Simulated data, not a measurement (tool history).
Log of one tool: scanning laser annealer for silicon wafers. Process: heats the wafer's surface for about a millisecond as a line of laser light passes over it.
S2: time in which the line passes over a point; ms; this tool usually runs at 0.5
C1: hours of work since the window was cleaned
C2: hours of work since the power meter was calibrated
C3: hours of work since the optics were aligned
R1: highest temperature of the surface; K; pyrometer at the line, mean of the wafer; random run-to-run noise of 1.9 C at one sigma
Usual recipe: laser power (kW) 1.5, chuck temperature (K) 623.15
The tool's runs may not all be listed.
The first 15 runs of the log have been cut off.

{"run": 16, "day": 40.662, "laser power (kW)": 1.5, "S2": 0.5, "chuck temperature (K)": 623.15, "C1": 273, "C2": 2114, "C3": 360, "R1": 1396.15}
{"run": 17, "day": 43.012, "laser power (kW)": 1.5, "S2": 0.5, "chuck temperature (K)": 623.15, "C1": 300, "C2": 2142, "C3": 387, "R1": 1394.15}
{"run": 18, "day": 45.158, "laser power (kW)": 1.5, "S2": 0.442, "chuck temperature (K)": 623.15, "C1": 325, "C2": 2167, "C3": 412, "R1": 1340.15}
{"run": 19, "day": 48.158, "laser power (kW)": 1.5, "S2": 0.442, "chuck temperature (K)": 656.15, "C1": 360, "C2": 2202, "C3": 448, "R1": 1369.15}
{"run": 20, "day": 50.492, "laser power (kW)": 1.5, "S2": 0.5, "chuck temperature (K)": 623.15, "C1": 388, "C2": 2229, "C3": 475, "R1": 1387.15}
{"run": 21, "day": 54.383, "laser power (kW)": 1.428, "S2": 0.393, "chuck temperature (K)": 641.15, "C1": 433, "C2": 2275, "C3": 520, "R1": 1263.15}
{"run": 22, "day": 57.267, "laser power (kW)": 1.428, "S2": 0.393, "chuck temperature (K)": 627.15, "C1": 467, "C2": 2309, "C3": 554, "R1": 1250.15}
{"run": 23, "day": 60.875, "laser power (kW)": 1.551, "S2": 0.448, "chuck temperature (K)": 623.15, "C1": 509, "C2": 2351, "C3": 596, "R1": 1365.15}
{"run": 24, "day": 64.654, "laser power (kW)": 1.5, "S2": 0.501, "chuck temperature (K)": 616.15, "C1": 554, "C2": 2395, "C3": 641, "R1": 1369.15}
{"run": 25, "day": 67.758, "laser power (kW)": 1.47, "S2": 0.596, "chuck temperature (K)": 623.15, "C1": 590, "C2": 2432, "C3": 677, "R1": 1426.15}
{"run": 26, "day": 70.517, "laser power (kW)": 1.633, "S2": 0.617, "chuck temperature (K)": 605.15, "C1": 622, "C2": 2464, "C3": 709, "R1": 1547.15}
{"run": 27, "day": 73.546, "laser power (kW)": 1.633, "S2": 0.617, "chuck temperature (K)": 605.15, "C1": 658, "C2": 2499, "C3": 745, "R1": 1542.15}
{"run": 28, "day": 76.771, "laser power (kW)": 1.281, "S2": 0.508, "chuck temperature (K)": 594.15, "C1": 695, "C2": 2537, "C3": 782, "R1": 1202.15}
{"run": 29, "day": 78.4, "laser power (kW)": 1.276, "S2": 0.461, "chuck temperature (K)": 610.15, "C1": 714, "C2": 2556, "C3": 802, "R1": 1186.15}
{"run": 30, "day": 81.904, "laser power (kW)": 1.469, "S2": 0.5, "chuck temperature (K)": 614.15, "C1": 755, "C2": 2597, "C3": 843, "R1": 1332.15}
{"run": 31, "day": 83.596, "laser power (kW)": 1.325, "S2": 0.561, "chuck temperature (K)": 623.15, "C1": 775, "C2": 2617, "C3": 862, "R1": 1289.15}
{"run": 32, "day": 85.712, "laser power (kW)": 1.325, "S2": 0.505, "chuck temperature (K)": 647.15, "C1": 800, "C2": 2642, "C3": 887, "R1": 1278.15}
{"day": 87.65, "done": "window over the wafer cleaned"}
{"day": 89.45, "done": "optics aligned, line set to its width"}
{"run": 33, "day": 89.483, "laser power (kW)": 1.515, "S2": 0.538, "chuck temperature (K)": 627.15, "C1": 19, "C2": 2682, "C3": 0, "R1": 1454.15}
{"run": 34, "day": 93.058, "laser power (kW)": 1.542, "S2": 0.5, "chuck temperature (K)": 614.15, "C1": 61, "C2": 2724, "C3": 42, "R1": 1424.15}
{"run": 35, "day": 95.338, "laser power (kW)": 1.542, "S2": 0.5, "chuck temperature (K)": 614.15, "C1": 88, "C2": 2751, "C3": 69, "R1": 1422.15}
{"run": 36, "day": 98.912, "laser power (kW)": 1.438, "S2": 0.5, "chuck temperature (K)": 623.15, "C1": 129, "C2": 2793, "C3": 111, "R1": 1356.15}
{"run": 37, "day": 101.883, "laser power (kW)": 1.438, "S2": 0.5, "chuck temperature (K)": 623.15, "C1": 164, "C2": 2828, "C3": 146, "R1": 1356.15}
{"run": 38, "day": 104.962, "laser power (kW)": 1.321, "S2": 0.496, "chuck temperature (K)": 629.15, "C1": 200, "C2": 2864, "C3": 182, "R1": 1276.15}
{"run": 39, "day": 106.788, "laser power (kW)": 1.283, "S2": 0.352, "chuck temperature (K)": 639.15, "C1": 222, "C2": 2885, "C3": 203, "R1": 1156.15}
{"run": 40, "day": 110.262, "laser power (kW)": 1.5, "S2": 0.579, "chuck temperature (K)": 589.15, "C1": 262, "C2": 2926, "C3": 244, "R1": 1421.15}

Forecast each of these 4 alternatives for the next run:
{"run": "A", "day": 113.917, "laser power (kW)": 1.289, "S2": 0.5, "chuck temperature (K)": 599.15, "C1": 305, "C2": 2968, "C3": 286, "R1": "?"}
{"run": "B", "day": 113.917, "laser power (kW)": 1.326, "S2": 0.535, "chuck temperature (K)": 653.15, "C1": 305, "C2": 2968, "C3": 286, "R1": "?"}
{"run": "C", "day": 113.917, "laser power (kW)": 1.374, "S2": 0.5, "chuck temperature (K)": 590.15, "C1": 305, "C2": 2968, "C3": 286, "R1": "?"}
{"run": "D", "day": 113.917, "laser power (kW)": 1.5, "S2": 0.42, "chuck temperature (K)": 606.15, "C1": 305, "C2": 2968, "C3": 286, "R1": "?"}

run=A R1=1223.15
run=B R1=1332.15
run=C R1=1271.15
run=D R1=1301.15
With the hidden condition removed and each run's random variation left untouched, the same runs would have given:
run=A R1=1255.15
run=B R1=1366.15
run=C R1=1305.15
run=D R1=1336.15
